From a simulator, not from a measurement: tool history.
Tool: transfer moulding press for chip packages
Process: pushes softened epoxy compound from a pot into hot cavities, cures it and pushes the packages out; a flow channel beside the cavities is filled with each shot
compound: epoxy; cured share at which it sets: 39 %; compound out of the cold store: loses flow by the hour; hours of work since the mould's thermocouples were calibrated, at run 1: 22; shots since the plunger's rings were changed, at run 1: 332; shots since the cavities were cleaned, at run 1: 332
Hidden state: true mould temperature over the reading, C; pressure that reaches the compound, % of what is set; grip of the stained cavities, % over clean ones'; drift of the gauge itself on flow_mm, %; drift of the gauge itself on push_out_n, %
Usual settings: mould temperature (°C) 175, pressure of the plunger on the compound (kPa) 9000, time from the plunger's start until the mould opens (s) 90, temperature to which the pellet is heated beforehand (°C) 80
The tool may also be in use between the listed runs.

run	hour	mould temperature (°C)	pressure of the plunger on the compound (kPa)	time from the plunger's start until the mould opens (s)	temperature to which the pellet is heated beforehand (°C)	hours of work since the mould's thermocouples were calibrated	shots since the plunger's rings were changed	shots since the cavities were cleaned	incoming compound's hours out of the cold store	length that the compound runs in the flow channel (mm)	greatest force on the pins that push the packages out (N)
1	0.0	175	9000	90	80	22	332	332	36.0	776	1098
2	12.1	175	9000	90	88	27	440	440	28.9	795	1154
3	24.2	175	9000	90	88	32	547	547	38.0	773	1193
4	36.2	175	9000	90	85	37	653	653	44.5	758	1289
5	44.6	175	9000	90	85	41	727	727	37.0	773	1304
6	53.3	175	9000	90	85	44	805	805	28.5	792	1418
7	62.7	175	9000	91	80	48	888	888	26.1	804	1381
8	74.9	175	9000	90	72	53	996	996	26.5	796	1557
9	80.3	175	9000	90	72	56	1044	1044	9.7	842	1576
# hour 87.4: cavities cleaned with cleaning compound and waxed
10	89.6	174	10310	90	71	59	1113	19	43.4	810	896
11	95.0	175	9630	108	80	61	1161	67	31.7	812	599
12	103.2	175	9630	108	80	65	1234	140	34.1	795	658

The next listed run, before its measurement:
13	111.3	179	10190	75	72	68	1306	212	44.6	?	?

{"run 13": {"length that the compound runs in the flow channel (mm)": 782, "greatest force on the pins that push the packages out (N)": 1276}}
Without the tool's hidden state the same run would have given length that the compound runs in the flow channel (mm) 802, greatest force on the pins that push the packages out (N) 974.

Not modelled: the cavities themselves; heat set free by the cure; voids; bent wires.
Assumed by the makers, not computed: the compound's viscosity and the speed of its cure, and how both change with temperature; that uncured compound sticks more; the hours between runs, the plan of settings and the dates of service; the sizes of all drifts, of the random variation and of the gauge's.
